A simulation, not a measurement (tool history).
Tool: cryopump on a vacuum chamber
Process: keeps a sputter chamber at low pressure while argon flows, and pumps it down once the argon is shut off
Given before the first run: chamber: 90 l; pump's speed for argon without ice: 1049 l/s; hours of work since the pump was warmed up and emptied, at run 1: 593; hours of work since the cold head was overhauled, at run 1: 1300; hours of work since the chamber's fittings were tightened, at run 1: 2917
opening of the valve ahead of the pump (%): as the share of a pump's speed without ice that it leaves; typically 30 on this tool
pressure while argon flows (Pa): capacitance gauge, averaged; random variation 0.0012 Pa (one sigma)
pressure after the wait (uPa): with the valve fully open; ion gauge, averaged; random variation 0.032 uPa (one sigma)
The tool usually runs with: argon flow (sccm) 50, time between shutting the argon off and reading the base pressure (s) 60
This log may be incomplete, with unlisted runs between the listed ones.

run	hour	argon flow (sccm)	time between shutting the argon off and reading the base pressure (s)	opening of the valve ahead of the pump (%)	hours of work since the pump was warmed up and emptied	hours of work since the cold head was overhauled	hours of work since the chamber's fittings were tightened	pressure while argon flows (Pa)	pressure after the wait (uPa)
1	0.0	50	60	30	593	1300	2917	0.2865	2.85
2	27.5	50	60	30	612	1318	2935	0.2889	2.86
3	58.0	50	60	30	632	1338	2956	0.2895	2.74
4	105.3	50	60	30	663	1369	2987	0.2901	2.86
# hour 155.3: pump warmed up, emptied and cooled again
5	162.2	50	60	30	5	1404	3021	0.2707	2.62
6	195.6	26	60	30	27	1426	3043	0.1413	2.64
7	246.5	26	60	30	60	1460	3077	0.1406	2.57
8	298.7	26	60	29	95	1494	3112	0.1468	2.69
9	329.2	26	65	29	115	1515	3132	0.1480	2.55
10	357.3	26	65	29	134	1533	3151	0.1461	2.53
# hour 376.3: leaking fittings of the chamber tightened, without venting
11	404.8	26	65	29	164	1563	19	0.1472	1.62
12	459.8	50	60	30	201	1600	55	0.2768	1.74
13	521.6	50	60	30	241	1641	96	0.2766	1.77
14	557.0	50	60	30	265	1664	120	0.2767	1.79
15	582.5	50	60	30	282	1681	137	0.2777	1.78
16	627.1	50	60	37	311	1711	166	0.2270	1.82
17	683.4	50	60	37	349	1748	204	0.2309	1.79
18	740.6	50	60	37	387	1786	241	0.2304	1.80
19	777.9	50	60	25	411	1811	266	0.3349	1.78
20	837.8	35	36	44	451	1850	306	0.1381	2.78
21	889.1	32	24	28	485	1884	340	0.1924	3.92
22	937.5	50	169	15	517	1916	372	0.5527	0.97
23	967.0	92	251	15	537	1936	392	1.0197	0.83
24	1021.2	92	251	15	573	1972	427	1.0243	0.86
25	1066.1	52	210	18	602	2002	457	0.4857	0.87
26	1105.2	21	91	30	628	2028	483	0.1214	1.44
27	1131.6	57	239	27	646	2045	501	0.3653	0.90
28	1157.7	40	256	27	663	2062	518	0.2558	0.93
# hour 1207.4: pump warmed up, emptied and cooled again
29	1221.1	40	256	27	9	2101	557	0.2413	0.83
30	1262.4	40	256	27	36	2128	584	0.2414	0.80
31	1321.3	32	110	30	76	2167	623	0.1756	1.23
32	1355.1	71	56	30	98	2190	645	0.3897	1.97
33	1412.0	71	20	30	136	2228	683	0.3889	4.70
34	1444.2	68	37	49	157	2249	705	0.2311	2.89

Pick out some run-to-run changes in pressure while argon flows (Pa). Of each, how much would a tool without hidden state show as well, from the settings, what came in and chance, and how much is left for the hidden state and any gauge scatter not in both results compared?
Unlogged tool condition in this case: pump's speed, % of a pump's without ice; cold plate's temperature, K; leak into the chamber, uPa l/s; drift of the gauge itself on working_pa, %; drift of the gauge itself on base_upa, %.
Run 4 -> 5: pump warmed up, emptied and cooled again. pressure while argon flows (Pa) -0.0194: hidden state -0.0208, all else +0.0014.
Run 22 -> 23: argon flow (sccm) 50 -> 92, time between shutting the argon off and reading the base pressure (s) 169 -> 251. pressure while argon flows (Pa) +0.4670: hidden state +0.0155, all else +0.4515.
Run 24 -> 25: argon flow (sccm) 92 -> 52, time between shutting the argon off and reading the base pressure (s) 251 -> 210, opening of the valve ahead of the pump (%) 15 -> 18. pressure while argon flows (Pa) -0.5386: hidden state -0.0140, all else -0.5246.
Run 25 -> 26: argon flow (sccm) 52 -> 21, time between shutting the argon off and reading the base pressure (s) 210 -> 91, opening of the valve ahead of the pump (%) 18 -> 30. pressure while argon flows (Pa) -0.3643: hidden state -0.0120, all else -0.3523.
Run 26 -> 27: argon flow (sccm) 21 -> 57, time between shutting the argon off and reading the base pressure (s) 91 -> 239, opening of the valve ahead of the pump (%) 30 -> 27. pressure while argon flows (Pa) +0.2439: hidden state +0.0160, all else +0.2279.
Run 28 -> 29: pump warmed up, emptied and cooled again. pressure while argon flows (Pa) -0.0145: hidden state -0.0157, all else +0.0012.
